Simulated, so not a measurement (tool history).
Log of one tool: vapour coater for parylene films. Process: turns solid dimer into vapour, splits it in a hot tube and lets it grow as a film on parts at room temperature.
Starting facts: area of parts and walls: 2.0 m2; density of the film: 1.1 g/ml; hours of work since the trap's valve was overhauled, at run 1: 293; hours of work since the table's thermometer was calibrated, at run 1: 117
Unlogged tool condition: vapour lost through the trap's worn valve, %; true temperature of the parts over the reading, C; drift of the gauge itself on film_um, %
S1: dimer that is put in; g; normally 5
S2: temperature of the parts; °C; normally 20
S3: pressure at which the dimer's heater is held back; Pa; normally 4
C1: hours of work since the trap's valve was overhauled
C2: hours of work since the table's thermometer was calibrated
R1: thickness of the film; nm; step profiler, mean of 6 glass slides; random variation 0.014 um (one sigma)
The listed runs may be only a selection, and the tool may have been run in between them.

run,day,S1,S2,S3,C1,C2,R1
1,0,5,20,4,293,117,1580
2,0.296,5,20,4,299,123,1560
3,0.912,5,20,4,312,135,1550
4,1.479,5,20,4,324,147,1550
5,1.975,5,23,4,334,157,1390
6,2.246,5,23,4,339,163,1390
7,2.825,5,29,4,351,175,1150
8,3.238,5,29,4,360,183,1160
9,3.838,3,29,4,372,196,690
10,4.233,3,29,4,380,204,690
11,4.888,3,29,4,394,217,690
# day 5.617: trap's valve overhauled
12,5.671,5,20,4,1,230,1740
13,6.054,5,20,4,9,238,1740
14,6.454,5,21,4,17,246,1690
15,6.942,5,21,4,27,256,1690
16,7.258,2,20,4,34,263,690
17,7.829,3,20,4,46,274,1030
18,8.462,5,22,4,59,287,1610
19,9.046,5,20,11.93,71,299,1380
20,9.521,5,20,11.93,80,309,1370
21,9.921,5,20,4,89,317,1680
22,10.267,5,20,7.09,96,324,1510
23,10.879,2,20,4,108,337,670
24,11.521,2,20,4,122,350,670
25,11.917,2,20,4,130,358,660
26,12.192,3,24,4,135,364,890
27,12.617,3,24,4,144,373,860
28,13.188,3,24,4,156,385,860
29,13.821,3,24,2.27,169,398,970
30,14.4,3,24,2.27,181,410,980
31,15,3,24,2.27,193,422,980
32,15.65,3,30,2.27,207,435,800
33,16.246,3,30,2.27,219,448,770
34,16.7,2,23,4.65,228,457,550
35,17.296,3,29,3.62,240,469,740
36,17.588,9,20,5.98,247,475,2680
37,18.125,9,25,10.09,258,486,2060
38,18.467,5,20,9.93,265,493,1340
39,19.05,5,20,9.93,277,505,1360
40,19.471,2,21,4.26,285,514,610
41,19.879,2,27,6.48,294,522,500
42,20.346,6,21,4,303,532,1800
43,20.892,6,21,4,315,543,1750
44,21.55,9,20,3.5,328,557,2810
45,21.867,8,15,4.47,335,563,2760
46,22.138,4,27,2.84,340,569,1060

Hidden condition of the tool, last listed run before each entry between runs versus first listed run after:
Between runs 11 and 12: trap's valve overhauled (day 5.617)
  vapour lost through the trap's worn valve, %: 14.3 -> 0.1; true temperature of the parts over the reading, C: 0.24 -> 0.25
  the result without the hidden state subtracted from the measured one, R1: -120 -> -20 nm
